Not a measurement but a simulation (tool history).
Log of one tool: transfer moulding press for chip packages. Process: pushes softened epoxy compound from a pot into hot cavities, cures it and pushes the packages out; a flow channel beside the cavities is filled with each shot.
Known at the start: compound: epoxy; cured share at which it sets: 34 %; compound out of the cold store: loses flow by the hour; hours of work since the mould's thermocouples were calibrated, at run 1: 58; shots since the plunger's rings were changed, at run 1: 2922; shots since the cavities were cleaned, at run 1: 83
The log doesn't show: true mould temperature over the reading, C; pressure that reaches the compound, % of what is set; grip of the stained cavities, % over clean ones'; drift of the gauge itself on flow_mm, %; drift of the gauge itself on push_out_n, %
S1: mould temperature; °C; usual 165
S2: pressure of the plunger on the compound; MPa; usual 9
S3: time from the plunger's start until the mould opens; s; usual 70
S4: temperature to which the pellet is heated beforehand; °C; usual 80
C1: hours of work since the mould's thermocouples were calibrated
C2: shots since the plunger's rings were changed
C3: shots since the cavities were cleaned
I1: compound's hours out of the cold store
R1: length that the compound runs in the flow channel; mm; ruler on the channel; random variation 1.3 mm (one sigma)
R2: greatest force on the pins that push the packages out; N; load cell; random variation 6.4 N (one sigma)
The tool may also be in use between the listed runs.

run	hour	S1	S2	S3	S4	C1	C2	C3	I1	R1	R2
1	0	165	9	70	80	58	2922	83	37.6	577	315
2	7	165	9	87	80	61	2988	149	9.9	642	279
3	14.1	165	9	87	80	64	3055	216	43.9	559	328
4	21.2	165	9	87	85	67	3121	282	9.1	645	333
5	28.5	165	9	87	85	70	3190	351	32.2	588	359
6	35.1	165	9	87	85	73	3252	413	12.8	637	374
7	46.3	165	9	87	85	78	3357	518	30.9	589	396
8	59.2	165	9	70	80	84	3478	639	21.7	613	467
9	71	165	9	70	80	89	3589	750	28.2	594	468
# hour 73: cavities cleaned with cleaning compound and waxed
10	81.6	165	9.16	70	80	93	3674	80	20	621	552
11	87.6	165	9.16	70	80	95	3730	136	18.8	622	543
12	94.6	165	9.16	70	80	98	3796	202	36.4	580	538
13	107.2	165	9.16	70	80	104	3914	320	36.9	579	562
14	118.6	165	9.16	70	80	108	4022	428	24.9	605	544
# hour 121.1: cavities cleaned with cleaning compound and waxed, once more
15	127	166	9	103	80	111	4087	56	30.7	588	245
16	139.9	165	9	104	80	117	4207	176	44.9	554	293
17	146.6	165	9.52	104	71	120	4271	240	28.4	610	315
18	152.8	165	7.65	70	80	123	4328	297	37.3	529	404
# hour 164.1: plunger's sealing rings changed
19	167.8	157	9	97	72	128	35	415	24.2	634	391
20	173.9	159	10.8	109	71	131	93	473	9.5	734	398
21	186.3	170	9.72	70	85	136	208	588	12.6	665	431
22	195	162	9.72	63	85	140	291	671	37.4	612	656
# hour 205.5: cavities cleaned with cleaning compound and waxed
23	207.5	168	9.72	109	85	144	394	19	47.3	581	225
24	215.3	169	9	78	80	148	467	92	23.4	614	267
25	225.3	169	9	78	80	152	561	186	11.6	643	297
26	233.4	165	7.18	100	80	156	637	262	24.1	552	331
27	243.7	165	7.57	70	80	160	734	359	25.6	563	399
28	249.5	165	9	65	83	163	788	413	29.2	602	451

Forecast each of these 4 alternatives for the next run:
A	262.4	168	6.97	89	83	168	909	534	37.2	?	?
B	262.4	165	7.11	59	83	168	909	534	38.6	?	?
C	262.4	165	8.22	65	88	168	909	534	22.1	?	?
D	262.4	165	7.43	73	77	168	909	534	40.8	?	?

run	R1	R2
A	508	381
B	516	596
C	591	494
D	525	417
Without the tool's hidden state the same runs would have given:
run	R1	R2
A	512	202
B	520	333
C	596	278
D	529	229
